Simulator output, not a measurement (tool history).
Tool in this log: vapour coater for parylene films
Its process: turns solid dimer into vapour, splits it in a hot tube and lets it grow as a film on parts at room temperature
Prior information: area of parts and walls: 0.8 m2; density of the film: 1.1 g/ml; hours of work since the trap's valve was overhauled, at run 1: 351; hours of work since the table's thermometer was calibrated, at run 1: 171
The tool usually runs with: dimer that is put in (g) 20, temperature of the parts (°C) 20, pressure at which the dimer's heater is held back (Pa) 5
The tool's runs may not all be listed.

run	day	dimer that is put in (g)	temperature of the parts (°C)	pressure at which the dimer's heater is held back (Pa)	hours of work since the trap's valve was overhauled	hours of work since the table's thermometer was calibrated	thickness of the film (um)
1	0	20	20	5	351	171	17.28
2	1.246	20	20	5	364	184	17.16
# day 2.8: trap's valve overhauled
3	2.8	20	20	5	0	198	17.11
4	3.404	20	20	5	6	204	17.1
5	4.471	20	20	5	17	215	17.46
6	5.788	20	20	6.37	31	228	16.82
7	6.671	20	20	5	39	237	17.03
8	7.633	10	21	5	49	247	8.3
9	8.746	10	20	5	61	258	8.49
10	9.992	24	20	5	73	271	20.18
11	11.112	20	24	5	85	282	15
12	11.967	20	24	5	94	291	15.11
13	12.575	13	24	8.77	100	297	9.35
# day 12.658: gauge calibrated
14	13.946	13	24	8.77	114	311	9.7

A few steps of thickness of the film (um) between consecutive runs. Split each: what settings, incoming material and random variation would produce without the hidden state, and what is left over for the hidden state, along with gauge scatter present in only one of the two compared results (measured, and without hidden state):
The tool's hidden condition here consists of: vapour lost through the trap's worn valve, %; true temperature of the parts over the reading, C; drift of the gauge itself on film_um, %.
Run 9 -> 10: dimer that is put in (g) 10 -> 24. thickness of the film (um) +11.69: hidden state -0.31, all else +12.
